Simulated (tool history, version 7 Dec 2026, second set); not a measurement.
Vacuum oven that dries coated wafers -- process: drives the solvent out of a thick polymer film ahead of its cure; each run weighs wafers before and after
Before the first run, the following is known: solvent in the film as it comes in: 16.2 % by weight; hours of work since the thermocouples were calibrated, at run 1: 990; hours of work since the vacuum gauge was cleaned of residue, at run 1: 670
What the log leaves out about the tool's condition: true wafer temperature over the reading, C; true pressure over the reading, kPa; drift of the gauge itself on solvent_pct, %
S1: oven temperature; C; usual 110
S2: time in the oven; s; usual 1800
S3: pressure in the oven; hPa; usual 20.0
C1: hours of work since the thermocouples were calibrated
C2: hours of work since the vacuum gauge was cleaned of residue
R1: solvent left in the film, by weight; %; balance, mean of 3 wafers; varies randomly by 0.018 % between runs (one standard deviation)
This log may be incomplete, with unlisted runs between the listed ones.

run 1 day=0.000 | S1=110 S2=1800 S3=20.0 | C1=990 C2=670 | R1=2.56
run 2 day=0.925 | S1=110 S2=1800 S3=20.0 | C1=1008 C2=688 | R1=2.57
run 3 day=1.583 | S1=110 S2=1800 S3=20.0 | C1=1021 C2=700 | R1=2.55
run 4 day=2.292 | S1=110 S2=1800 S3=20.0 | C1=1034 C2=714 | R1=2.57
run 5 day=2.854 | S1=110 S2=1800 S3=20.0 | C1=1045 C2=725 | R1=2.57
run 6 day=3.650 | S1=110 S2=1800 S3=20.0 | C1=1060 C2=740 | R1=2.55
run 7 day=4.171 | S1=110 S2=1800 S3=49.6 | C1=1070 C2=750 | R1=3.40
run 8 day=5.008 | S1=110 S2=1800 S3=49.6 | C1=1086 C2=766 | R1=3.41
run 9 day=6.050 | S1=110 S2=1800 S3=20.0 | C1=1106 C2=786 | R1=2.55
run 10 day=6.871 | S1=110 S2=1800 S3=20.0 | C1=1122 C2=802 | R1=2.55
run 11 day=7.458 | S1=110 S2=1800 S3=20.0 | C1=1133 C2=813 | R1=2.59
run 12 day=8.379 | S1=110 S2=1800 S3=20.0 | C1=1151 C2=831 | R1=2.59
run 13 day=9.012 | S1=110 S2=1800 S3=10.7 | C1=1163 C2=843 | R1=2.31
run 14 day=9.825 | S1=110 S2=1800 S3=10.7 | C1=1179 C2=859 | R1=2.30
run 15 day=10.600 | S1=116 S2=1800 S3=20.0 | C1=1194 C2=873 | R1=1.37
run 16 day=11.054 | S1=116 S2=1800 S3=20.0 | C1=1202 C2=882 | R1=1.41
run 17 day=11.858 | S1=116 S2=1800 S3=20.0 | C1=1218 C2=898 | R1=1.38
run 18 day=12.546 | S1=116 S2=1800 S3=20.0 | C1=1231 C2=911 | R1=1.37
run 19 day=13.362 | S1=116 S2=1800 S3=20.0 | C1=1247 C2=926 | R1=1.35
run 20 day=14.271 | S1=110 S2=1800 S3=20.0 | C1=1264 C2=944 | R1=2.58
run 21 day=15.129 | S1=110 S2=2580 S3=20.0 | C1=1281 C2=960 | R1=1.48
run 22 day=16.192 | S1=110 S2=2580 S3=20.0 | C1=1301 C2=981 | R1=1.45
run 23 day=16.892 | S1=110 S2=2580 S3=20.0 | C1=1314 C2=994 | R1=1.50
run 24 day=17.433 | S1=110 S2=2580 S3=20.0 | C1=1325 C2=1004 | R1=1.52
run 25 day=17.962 | S1=95 S2=2220 S3=22.6 | C1=1335 C2=1015 | R1=6.17
run 26 day=18.817 | S1=95 S2=2220 S3=22.6 | C1=1351 C2=1031 | R1=6.22
run 27 day=19.262 | S1=98 S2=1800 S3=20.0 | C1=1360 C2=1040 | R1=6.06
run 28 day=20.279 | S1=98 S2=1800 S3=20.0 | C1=1379 C2=1059 | R1=6.03
run 29 day=20.833 | S1=110 S2=3120 S3=20.0 | C1=1390 C2=1070 | R1=1.11
run 30 day=21.292 | S1=104 S2=1740 S3=19.7 | C1=1399 C2=1078 | R1=4.33
run 31 day=22.083 | S1=102 S2=1500 S3=56.8 | C1=1414 C2=1094 | R1=6.69
run 32 day=22.738 | S1=106 S2=1500 S3=56.8 | C1=1427 C2=1106 | R1=5.42
run 33 day=23.754 | S1=106 S2=1500 S3=56.8 | C1=1446 C2=1126 | R1=5.46
run 34 day=24.742 | S1=106 S2=1500 S3=56.8 | C1=1465 C2=1145 | R1=5.46
run 35 day=25.288 | S1=108 S2=2040 S3=29.6 | C1=1475 C2=1155 | R1=2.91
run 36 day=26.096 | S1=108 S2=1560 S3=23.9 | C1=1491 C2=1171 | R1=3.74
run 37 day=26.979 | S1=108 S2=1560 S3=23.9 | C1=1508 C2=1188 | R1=3.77
run 38 day=27.588 | S1=108 S2=1560 S3=23.9 | C1=1520 C2=1199 | R1=3.77
run 39 day=28.142 | S1=124 S2=900 S3=51.4 | C1=1530 C2=1210 | R1=2.50
run 40 day=29.183 | S1=106 S2=1620 S3=11.8 | C1=1550 C2=1230 | R1=3.81
run 41 day=30.246 | S1=109 S2=1800 S3=78.8 | C1=1570 C2=1250 | R1=4.52
run 42 day=31.300 | S1=110 S2=3120 S3=29.7 | C1=1591 C2=1270 | R1=1.44
-- day=31.538 oven's thermocouples calibrated
run 43 day=32.200 | S1=118 S2=3120 S3=29.7 | C1=13 C2=1286 | R1=0.82
run 44 day=33.271 | S1=103 S2=3120 S3=28.1 | C1=33 C2=1307 | R1=2.61
run 45 day=34.212 | S1=103 S2=2580 S3=19.7 | C1=51 C2=1325 | R1=3.02
run 46 day=35.238 | S1=103 S2=2580 S3=19.7 | C1=71 C2=1344 | R1=2.98

What differs in the tool's unlogged condition from the final listed run ahead of each entry between runs to the first listed run following it?
Logged between run 42 and run 43: oven's thermocouples calibrated (day 31.538)
  true wafer temperature over the reading, C: 0.05 -> 0

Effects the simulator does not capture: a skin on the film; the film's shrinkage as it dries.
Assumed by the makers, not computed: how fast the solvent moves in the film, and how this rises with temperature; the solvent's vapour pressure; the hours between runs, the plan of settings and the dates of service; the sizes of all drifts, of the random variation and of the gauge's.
